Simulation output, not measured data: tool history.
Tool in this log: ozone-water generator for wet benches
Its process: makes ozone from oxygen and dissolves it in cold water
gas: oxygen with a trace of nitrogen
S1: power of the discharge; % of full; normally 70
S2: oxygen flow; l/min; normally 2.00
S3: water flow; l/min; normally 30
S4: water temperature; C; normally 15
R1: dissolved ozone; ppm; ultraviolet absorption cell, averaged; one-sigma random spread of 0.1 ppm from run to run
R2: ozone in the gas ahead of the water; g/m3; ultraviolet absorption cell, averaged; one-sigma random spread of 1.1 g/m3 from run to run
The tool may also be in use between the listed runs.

| run | day | S1 | S2 | S3 | S4 | R1 | R2 |
|---|---|---|---|---|---|---|---|
| 1 | 0.000 | 70 | 2.00 | 30 | 15 | 8.7 | 196.7 |
| 2 | 2.071 | 70 | 2.00 | 30 | 15 | 8.6 | 197.9 |
| 3 | 3.483 | 70 | 2.00 | 30 | 13 | 8.5 | 196.8 |
| 4 | 4.592 | 70 | 2.00 | 30 | 13 | 8.7 | 195.2 |
| 5 | 6.750 | 70 | 2.00 | 30 | 13 | 8.5 | 194.7 |
| 6 | 8.054 | 70 | 2.00 | 30 | 13 | 8.5 | 197.4 |
|  | 8.183 | water thermometer calibrated |
| 7 | 9.704 | 70 | 2.00 | 30 | 13 | 8.6 | 195.9 |
| 8 | 10.958 | 70 | 2.00 | 30 | 13 | 8.5 | 196.2 |
| 9 | 13.258 | 70 | 2.00 | 30 | 13 | 8.7 | 197.2 |
|  | 13.608 | water thermometer calibrated, once more |
| 10 | 15.254 | 66 | 2.97 | 20 | 13 | 13.3 | 154.2 |
| 11 | 16.717 | 41 | 1.84 | 26 | 13 | 6.2 | 130.5 |
| 12 | 17.888 | 41 | 1.84 | 26 | 13 | 6.0 | 129.7 |
| 13 | 20.038 | 61 | 2.00 | 30 | 23 | 7.2 | 174.5 |
| 14 | 21.146 | 61 | 2.00 | 30 | 23 | 7.0 | 173.8 |
| 15 | 22.142 | 61 | 2.00 | 30 | 23 | 7.1 | 174.0 |

A few steps of R1 between consecutive runs. Split each: what settings, incoming material and random variation would produce without the hidden state, and what is left over for the hidden state, along with gauge scatter present in only one of the two compared results (measured, and without hidden state):
Hidden conditions of the tool in this case: yield of the discharge, % of new electrodes'; contactor's efficiency, % of a clean one's; true water temperature over the reading, C; drift of the gauge itself on ozone_ppm, %; drift of the gauge itself on gas_g_m3, %.
Run 10 -> 11: S1 66 -> 41, S2 2.97 -> 1.84, S3 20 -> 26. R1 -7.1 ppm: hidden state +0.8, all else -7.9.

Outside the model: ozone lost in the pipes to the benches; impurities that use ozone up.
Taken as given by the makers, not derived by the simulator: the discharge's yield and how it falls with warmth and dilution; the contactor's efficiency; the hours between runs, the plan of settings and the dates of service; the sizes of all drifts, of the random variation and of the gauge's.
